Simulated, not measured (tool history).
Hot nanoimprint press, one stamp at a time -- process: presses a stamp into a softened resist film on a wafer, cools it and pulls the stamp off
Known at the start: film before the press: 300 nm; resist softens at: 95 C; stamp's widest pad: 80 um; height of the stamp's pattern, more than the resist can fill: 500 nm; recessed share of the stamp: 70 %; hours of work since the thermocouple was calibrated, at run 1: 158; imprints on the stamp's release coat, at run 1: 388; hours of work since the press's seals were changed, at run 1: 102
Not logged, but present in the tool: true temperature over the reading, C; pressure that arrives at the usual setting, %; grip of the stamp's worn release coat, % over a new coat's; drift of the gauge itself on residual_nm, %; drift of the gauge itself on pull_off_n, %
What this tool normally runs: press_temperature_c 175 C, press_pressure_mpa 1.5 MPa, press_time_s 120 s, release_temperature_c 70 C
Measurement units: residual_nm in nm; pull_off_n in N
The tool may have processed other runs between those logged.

run   hour  press_temperature_c  press_pressure_mpa  press_time_s  release_temperature_c  hours of work since the thermocouple was calibrated  imprints on the stamp's release coat  hours of work since the press's seals were changed  residual_nm  pull_off_n
  1      0                  175                 1.5           120                     70                                                  158                                   388                                                 102        123.4         100
  2   22.3                  171                 1.5           120                     70                                                  168                                   468                                                 112        137.7          98
  3   48.9                  171                 1.5           120                     70                                                  181                                   563                                                 125        137.2         100
  4   74.5                  171                 1.5           120                     70                                                  193                                   654                                                 137        136.1         105
  5   93.1                  175                 1.5           120                     63                                                  202                                   721                                                 146        124.6         107
  6  105.2                  175                1.28           120                     70                                                  208                                   764                                                 151        133.7         106
  7  132.4                  175                1.28           120                     70                                                  221                                   861                                                 164        134.9         103
  8  158.6                  175                1.28           120                     70                                                  233                                   954                                                 177          134         105
  9  175.8                  175                1.19           120                     70                                                  241                                  1016                                                 185        138.2         100
 10  196.6                  175                1.19           120                     70                                                  251                                  1090                                                 195        139.4         101
 11  215.2                  175                1.19           120                     70                                                  260                                  1156                                                 204        138.2         102
 12  229.9                  175                1.19           120                     70                                                  267                                  1209                                                 211        138.6         103
 13  245.6                  175                1.19           120                     70                                                  274                                  1265                                                 218          140         101
 14  259.8                  175                1.19           120                     70                                                  281                                  1315                                                 225        139.1         102
 15  286.6                  175                1.19           120                     70                                                  294                                  1411                                                 238        137.4          98
 16  311.2                  175                1.19           120                     70                                                  305                                  1499                                                 249        140.2         103
 17  325.7                  167                 1.5           163                     70                                                  312                                  1551                                                 256        137.2         103
 18  342.6                  167                 1.5           163                     70                                                  320                                  1611                                                 264        137.3         104
 19  368.1                  167                1.12            60                     64                                                  332                                  1702                                                 276          211         108
     379.4  -- stamp cleaned and given a new release coat
 20  402.2                  167                1.12            60                     64                                                  346                                    81                                                 290        208.7         111
 21  414.8                  167                2.18           120                     70                                                  352                                   126                                                 296        126.2          97
 22  429.6                  167                2.18           120                     70                                                  359                                   179                                                 303        125.9          97
 23  456.7                  167                2.18           120                     70                                                  372                                   276                                                 315        126.6         103
 24  475.9                  167                1.04           120                     70                                                  381                                   344                                                 325        179.1         104
 25  492.3                  175                1.14           120                     70                                                  389                                   403                                                 332        142.2          98
 26  508.1                  163                1.47           182                     71                                                  396                                   459                                                 340        147.7         100
 27  526.8                  163                1.24            67                     72                                                  405                                   526                                                 349          214         104
 28    541                  176                 1.5           186                     70                                                  412                                   577                                                 355        103.3         104
 29  557.8                  164                   2           131                     69                                                  420                                   636                                                 363        139.5         102
 30    581                  186                   2           131                     60                                                  431                                   720                                                 375         78.2         108
 31  608.9                  186                1.54           131                     77                                                  444                                   819                                                 388         90.3          99

For each entry between runs, how does the tool's hidden state at the last listed run before it compare with that at the first listed run after it?
In the gap between runs 19 and 20: stamp cleaned and given a new release coat (hour 379.4)
  true temperature over the reading, C: -0.03 -> -0.04; pressure that arrives at the usual setting, %: 99.98 -> 99.97; grip of the stamp's worn release coat, % over a new coat's: 0.5 -> 0

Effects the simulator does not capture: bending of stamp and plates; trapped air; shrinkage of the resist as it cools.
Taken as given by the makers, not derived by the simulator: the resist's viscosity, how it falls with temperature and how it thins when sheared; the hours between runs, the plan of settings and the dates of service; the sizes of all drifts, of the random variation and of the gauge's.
